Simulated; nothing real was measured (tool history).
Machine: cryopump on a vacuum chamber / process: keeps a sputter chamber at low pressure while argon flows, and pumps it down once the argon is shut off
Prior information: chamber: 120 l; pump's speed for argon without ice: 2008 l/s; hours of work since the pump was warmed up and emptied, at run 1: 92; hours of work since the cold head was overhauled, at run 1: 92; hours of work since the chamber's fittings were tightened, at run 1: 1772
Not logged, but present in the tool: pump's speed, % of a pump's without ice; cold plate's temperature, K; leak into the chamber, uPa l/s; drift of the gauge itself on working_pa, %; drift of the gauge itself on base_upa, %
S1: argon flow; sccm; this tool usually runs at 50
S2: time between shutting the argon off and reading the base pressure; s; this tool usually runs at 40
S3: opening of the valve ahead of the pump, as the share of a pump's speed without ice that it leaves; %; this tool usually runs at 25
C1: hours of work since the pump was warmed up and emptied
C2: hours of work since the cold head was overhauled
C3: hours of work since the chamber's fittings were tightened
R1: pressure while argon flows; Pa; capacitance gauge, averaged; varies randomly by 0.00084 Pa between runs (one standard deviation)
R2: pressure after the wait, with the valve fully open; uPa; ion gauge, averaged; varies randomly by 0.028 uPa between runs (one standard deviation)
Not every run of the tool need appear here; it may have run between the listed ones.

{"run": 1, "hour": 0.0, "S1": 50, "S2": 40, "S3": 25, "C1": 92, "C2": 92, "C3": 1772, "R1": 0.1705, "R2": 1.71}
{"run": 2, "hour": 19.5, "S1": 50, "S2": 40, "S3": 19, "C1": 102, "C2": 102, "C3": 1783, "R1": 0.2244, "R2": 1.64}
{"run": 3, "hour": 36.5, "S1": 50, "S2": 40, "S3": 19, "C1": 112, "C2": 112, "C3": 1792, "R1": 0.2231, "R2": 1.62}
{"run": 4, "hour": 56.9, "S1": 50, "S2": 40, "S3": 19, "C1": 123, "C2": 123, "C3": 1803, "R1": 0.2237, "R2": 1.62}
{"run": 5, "hour": 76.7, "S1": 34, "S2": 40, "S3": 19, "C1": 133, "C2": 133, "C3": 1814, "R1": 0.153, "R2": 1.65}
{"run": 6, "hour": 92.1, "S1": 34, "S2": 40, "S3": 19, "C1": 141, "C2": 141, "C3": 1822, "R1": 0.1529, "R2": 1.69}
{"run": 7, "hour": 112.7, "S1": 34, "S2": 40, "S3": 19, "C1": 153, "C2": 153, "C3": 1833, "R1": 0.1508, "R2": 1.66}
{"run": 8, "hour": 130.9, "S1": 34, "S2": 40, "S3": 29, "C1": 162, "C2": 162, "C3": 1843, "R1": 0.0999, "R2": 1.74}
{"run": 9, "hour": 142.9, "S1": 34, "S2": 40, "S3": 29, "C1": 169, "C2": 169, "C3": 1849, "R1": 0.1011, "R2": 1.68}
{"run": 10, "hour": 162.9, "S1": 34, "S2": 40, "S3": 29, "C1": 180, "C2": 180, "C3": 1860, "R1": 0.1009, "R2": 1.7}
{"run": 11, "hour": 189.7, "S1": 34, "S2": 40, "S3": 29, "C1": 194, "C2": 194, "C3": 1874, "R1": 0.1016, "R2": 1.63}
{"run": 12, "hour": 209.7, "S1": 34, "S2": 40, "S3": 29, "C1": 205, "C2": 205, "C3": 1885, "R1": 0.1026, "R2": 1.65}
{"run": 13, "hour": 234.7, "S1": 34, "S2": 40, "S3": 29, "C1": 218, "C2": 218, "C3": 1899, "R1": 0.1018, "R2": 1.7}
{"run": 14, "hour": 257.1, "S1": 34, "S2": 40, "S3": 29, "C1": 230, "C2": 230, "C3": 1911, "R1": 0.1011, "R2": 1.67}
{"run": 15, "hour": 282.4, "S1": 34, "S2": 40, "S3": 29, "C1": 244, "C2": 244, "C3": 1924, "R1": 0.1026, "R2": 1.68}
{"run": 16, "hour": 302.1, "S1": 34, "S2": 40, "S3": 29, "C1": 255, "C2": 255, "C3": 1935, "R1": 0.1017, "R2": 1.72}
{"run": 17, "hour": 325.3, "S1": 50, "S2": 40, "S3": 25, "C1": 267, "C2": 267, "C3": 1947, "R1": 0.173, "R2": 1.71}
{"run": 18, "hour": 344.4, "S1": 37, "S2": 185, "S3": 25, "C1": 277, "C2": 277, "C3": 1958, "R1": 0.1289, "R2": 0.77}
{"run": 19, "hour": 359.1, "S1": 37, "S2": 185, "S3": 25, "C1": 285, "C2": 285, "C3": 1966, "R1": 0.1291, "R2": 0.77}
{"run": 20, "hour": 372.7, "S1": 37, "S2": 122, "S3": 32, "C1": 293, "C2": 293, "C3": 1973, "R1": 0.1023, "R2": 0.94}
{"run": 21, "hour": 385.6, "S1": 37, "S2": 54, "S3": 22, "C1": 299, "C2": 299, "C3": 1980, "R1": 0.1451, "R2": 1.45}
{"run": 22, "hour": 400.2, "S1": 25, "S2": 75, "S3": 26, "C1": 307, "C2": 307, "C3": 1988, "R1": 0.0843, "R2": 1.13}
{"run": 23, "hour": 419.8, "S1": 25, "S2": 75, "S3": 53, "C1": 318, "C2": 318, "C3": 1998, "R1": 0.0432, "R2": 1.12}
{"run": 24, "hour": 439.7, "S1": 25, "S2": 75, "S3": 53, "C1": 329, "C2": 329, "C3": 2009, "R1": 0.0428, "R2": 1.16}
{"run": 25, "hour": 461.7, "S1": 25, "S2": 75, "S3": 53, "C1": 340, "C2": 340, "C3": 2021, "R1": 0.0432, "R2": 1.13}
{"run": 26, "hour": 481.6, "S1": 38, "S2": 75, "S3": 53, "C1": 351, "C2": 351, "C3": 2031, "R1": 0.0661, "R2": 1.15}
{"run": 27, "hour": 499.9, "S1": 47, "S2": 80, "S3": 55, "C1": 361, "C2": 361, "C3": 2041, "R1": 0.0786, "R2": 1.12}
{"run": 28, "hour": 513.3, "S1": 50, "S2": 41, "S3": 25, "C1": 368, "C2": 368, "C3": 2049, "R1": 0.1755, "R2": 1.65}
{"run": 29, "hour": 528.1, "S1": 50, "S2": 41, "S3": 25, "C1": 376, "C2": 376, "C3": 2057, "R1": 0.1741, "R2": 1.72}
{"run": 30, "hour": 545.7, "S1": 72, "S2": 106, "S3": 25, "C1": 386, "C2": 386, "C3": 2066, "R1": 0.2548, "R2": 0.98}
{"run": 31, "hour": 558.3, "S1": 69, "S2": 52, "S3": 25, "C1": 392, "C2": 392, "C3": 2073, "R1": 0.2425, "R2": 1.44}
{"run": 32, "hour": 581.6, "S1": 69, "S2": 52, "S3": 25, "C1": 405, "C2": 405, "C3": 2085, "R1": 0.246, "R2": 1.52}
{"run": 33, "hour": 596.0, "S1": 69, "S2": 52, "S3": 25, "C1": 413, "C2": 413, "C3": 2093, "R1": 0.2442, "R2": 1.48}

Forecast each of these 5 alternatives for the next run:
{"run": "A", "hour": 621.0, "S1": 54, "S2": 59, "S3": 19, "C1": 426, "C2": 426, "C3": 2106, "R1": "?", "R2": "?"}
{"run": "B", "hour": 621.0, "S1": 56, "S2": 46, "S3": 23, "C1": 426, "C2": 426, "C3": 2106, "R1": "?", "R2": "?"}
{"run": "C", "hour": 621.0, "S1": 70, "S2": 28, "S3": 50, "C1": 426, "C2": 426, "C3": 2106, "R1": "?", "R2": "?"}
{"run": "D", "hour": 621.0, "S1": 98, "S2": 282, "S3": 19, "C1": 426, "C2": 426, "C3": 2106, "R1": "?", "R2": "?"}
{"run": "E", "hour": 621.0, "S1": 69, "S2": 52, "S3": 39, "C1": 426, "C2": 426, "C3": 2106, "R1": "?", "R2": "?"}

run=A R1=0.2485 R2=1.35
run=B R1=0.2156 R2=1.63
run=C R1=0.1311 R2=2.29
run=D R1=0.4561 R2=0.74
run=E R1=0.1604 R2=1.48
Had the tool no hidden state, the same runs would have come out as:
run=A R1=0.2388 R2=0.94
run=B R1=0.2055 R2=1.22
run=C R1=0.1185 R2=1.87
run=D R1=0.4383 R2=0.32
run=E R1=0.1480 R2=1.07
